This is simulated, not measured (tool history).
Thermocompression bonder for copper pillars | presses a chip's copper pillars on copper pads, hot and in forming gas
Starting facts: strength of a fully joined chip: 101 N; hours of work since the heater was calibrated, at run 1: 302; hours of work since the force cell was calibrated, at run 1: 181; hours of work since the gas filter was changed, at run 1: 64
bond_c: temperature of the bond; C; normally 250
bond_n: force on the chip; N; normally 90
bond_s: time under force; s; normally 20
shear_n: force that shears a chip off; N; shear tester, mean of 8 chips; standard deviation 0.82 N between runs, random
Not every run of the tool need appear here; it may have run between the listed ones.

run	hour	bond_c	bond_n	bond_s	hours of work since the heater was calibrated	hours of work since the force cell was calibrated	hours of work since the gas filter was changed	shear_n
1	0	250	90	20	302	181	64	64.4
2	21	250	90	20	315	194	77	64.7
3	54.6	250	90	20	335	214	97	66.1
4	90.2	250	90	20	356	235	118	65.7
5	115.1	250	90	20	371	250	133	65.8
6	150.6	250	90	20	392	271	154	64.7
7	166.2	250	96	15	401	280	163	61.6

What will run 8 give?
8	192.2	254	98	20	417	296	179	?

{"run 8": {"shear_n": 69.6}}
With no hidden state in the tool, this same run would have given shear_n 69.8 N.
